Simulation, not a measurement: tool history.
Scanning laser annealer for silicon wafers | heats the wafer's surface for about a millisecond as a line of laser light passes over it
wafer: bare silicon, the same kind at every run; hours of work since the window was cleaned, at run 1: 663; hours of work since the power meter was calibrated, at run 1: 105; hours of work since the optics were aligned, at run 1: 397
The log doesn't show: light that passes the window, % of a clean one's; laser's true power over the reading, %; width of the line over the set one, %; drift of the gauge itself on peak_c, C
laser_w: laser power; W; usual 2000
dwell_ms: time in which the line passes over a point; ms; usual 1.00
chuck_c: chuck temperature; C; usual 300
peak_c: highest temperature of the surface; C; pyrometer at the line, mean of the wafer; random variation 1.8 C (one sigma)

run   hour  laser_w  dwell_ms  chuck_c  hours of work since the window was cleaned  hours of work since the power meter was calibrated  hours of work since the optics were aligned  peak_c
  1    0.0     2000      1.00      300                                         663                                                 105                                          397    1000
      11.0  -- window over the wafer cleaned
  2   16.6     2000      1.00      300                                           4                                                 115                                          407    1021
  3   40.5     2000      0.97      300                                          21                                                 132                                          424    1011
  4   67.1     2000      1.00      300                                          40                                                 151                                          443    1019
  5   78.7     1833      1.00      300                                          48                                                 159                                          452     957
  6  105.4     1833      1.00      300                                          67                                                 178                                          471     953
  7  128.1     2000      0.79      300                                          84                                                 195                                          487     944
  8  149.0     2056      1.12      300                                          99                                                 210                                          502    1074
  9  176.8     2000      0.97      323                                         118                                                 229                                          522    1029
 10  191.2     2000      0.97      323                                         129                                                 240                                          532    1028
 11  204.1     2000      1.00      282                                         138                                                 249                                          541     997
 12  217.6     2000      1.00      282                                         147                                                 258                                          551     996
 13  236.4     2131      0.77      315                                         161                                                 272                                          564     997
 14  251.3     2131      0.77      296                                         172                                                 283                                          575     975

Hidden state at the last listed run before each entry between runs and at the first one after, where it differs:
Between runs 1 and 2: window over the wafer cleaned (hour 11.0)
  light that passes the window, % of a clean one's: 96.91 -> 99.65; width of the line over the set one, %: 0.88 -> 0.9
  measured less the result without the state, peak_c: -29 -> -8 C
